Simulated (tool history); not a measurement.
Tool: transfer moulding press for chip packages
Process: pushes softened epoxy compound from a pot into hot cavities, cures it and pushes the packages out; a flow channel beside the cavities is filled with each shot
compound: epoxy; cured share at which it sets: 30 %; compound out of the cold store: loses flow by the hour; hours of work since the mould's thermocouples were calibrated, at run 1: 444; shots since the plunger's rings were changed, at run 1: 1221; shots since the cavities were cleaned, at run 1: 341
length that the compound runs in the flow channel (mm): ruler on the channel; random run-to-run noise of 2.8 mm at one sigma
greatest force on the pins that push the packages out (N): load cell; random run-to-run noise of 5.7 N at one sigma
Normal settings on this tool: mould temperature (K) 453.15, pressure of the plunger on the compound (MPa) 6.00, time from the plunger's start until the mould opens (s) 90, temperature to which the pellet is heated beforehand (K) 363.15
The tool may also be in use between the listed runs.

| run | hour | mould temperature (K) | pressure of the plunger on the compound (MPa) | time from the plunger's start until the mould opens (s) | temperature to which the pellet is heated beforehand (K) | hours of work since the mould's thermocouples were calibrated | shots since the plunger's rings were changed | shots since the cavities were cleaned | incoming compound's hours out of the cold store | length that the compound runs in the flow channel (mm) | greatest force on the pins that push the packages out (N) |
|---|---|---|---|---|---|---|---|---|---|---|---|
| 1 | 0.0 | 453.15 | 6.00 | 90 | 363.15 | 444 | 1221 | 341 | 26.1 | 815 | 329 |
| 2 | 20.9 | 453.15 | 6.00 | 90 | 363.15 | 460 | 1522 | 642 | 15.6 | 852 | 385 |
|  | 27.7 | cavities cleaned with cleaning compound and waxed |
| 3 | 37.2 | 453.15 | 6.00 | 90 | 363.15 | 472 | 1735 | 137 | 37.8 | 757 | 273 |
| 4 | 55.2 | 453.15 | 6.00 | 90 | 354.15 | 486 | 1995 | 397 | 40.4 | 749 | 347 |
| 5 | 70.6 | 453.15 | 7.18 | 90 | 363.15 | 497 | 2217 | 619 | 42.5 | 804 | 368 |
|  | 78.3 | cavities cleaned with cleaning compound and waxed |
| 6 | 82.5 | 453.15 | 7.18 | 90 | 363.15 | 505 | 2367 | 60 | 36.5 | 827 | 231 |
| 7 | 99.1 | 453.15 | 6.00 | 90 | 363.15 | 518 | 2606 | 299 | 14.1 | 850 | 318 |
| 8 | 116.2 | 453.15 | 6.00 | 90 | 363.15 | 531 | 2853 | 546 | 44.3 | 716 | 370 |
| 9 | 125.7 | 453.15 | 6.00 | 90 | 363.15 | 539 | 2990 | 683 | 37.6 | 743 | 385 |
|  | 129.8 | cavities cleaned with cleaning compound and waxed |
| 10 | 140.1 | 453.15 | 6.00 | 104 | 363.15 | 548 | 3176 | 149 | 23.8 | 796 | 252 |
| 11 | 149.1 | 453.15 | 6.00 | 104 | 363.15 | 555 | 3305 | 278 | 46.6 | 704 | 290 |
| 12 | 162.7 | 453.15 | 6.00 | 90 | 363.15 | 566 | 3502 | 475 | 26.8 | 782 | 345 |
|  | 180.6 | cavities cleaned with cleaning compound and waxed |
| 13 | 180.6 | 453.15 | 6.00 | 90 | 363.15 | 578 | 3738 | 0 | 36.3 | 740 | 202 |
| 14 | 192.9 | 453.15 | 6.00 | 90 | 364.15 | 588 | 3915 | 177 | 17.8 | 815 | 285 |
| 15 | 208.1 | 453.15 | 6.00 | 90 | 364.15 | 600 | 4135 | 397 | 34.6 | 737 | 340 |

Run 16 has not been measured yet. What should we expect?
|  | 219.9 | plunger's sealing rings changed |
| 16 | 230.2 | 453.15 | 4.57 | 106 | 363.15 | 615 | 148 | 679 | 40.2 | ? | ? |

length that the compound runs in the flow channel (mm): 671
greatest force on the pins that push the packages out (N): 340
With no hidden state in the tool, this same run would have given length that the compound runs in the flow channel (mm) 677, greatest force on the pins that push the packages out (N) 182.
